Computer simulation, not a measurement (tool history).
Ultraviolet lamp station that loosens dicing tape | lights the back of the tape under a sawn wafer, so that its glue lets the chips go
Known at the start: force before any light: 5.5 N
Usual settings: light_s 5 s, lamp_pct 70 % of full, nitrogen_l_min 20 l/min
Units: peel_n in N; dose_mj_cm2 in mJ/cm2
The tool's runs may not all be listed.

run,hour,light_s,lamp_pct,nitrogen_l_min,peel_n,dose_mj_cm2
1,0,5,70,20,0.431,445
2,25.2,5,70,20,0.442,453
3,64.4,5,70,20,0.449,449
4,92.2,5,70,20,0.448,455
5,114.2,5,70,20,0.436,446
6,135.8,6,70,20,0.294,542
7,169.5,6,70,20,0.306,539
8,201.5,6,70,15,0.378,535
9,222.5,6,70,15,0.364,541
10,259.8,3,91,20,0.73,350
11,281.7,2,65,20,2.029,168
12,304.2,5,70,27,0.343,449
13,327.6,5,97,18,0.239,621
14,360.4,5,97,18,0.24,623
15,394.8,5,63,9,0.942,406
16,414,5,65,9,0.883,419
17,454.3,3,70,19,1.15,268
18,487.2,3,76,6,1.79,290

Not shown: 1 entry that the log had between the listed runs. Between which runs, and how does the tool's hidden state differ before and after?
Between runs 4 and 5: window cleaned of glue's vapour (hour 102.3)
  light that the window lets through, % of a clean one's: 99.8 -> 100
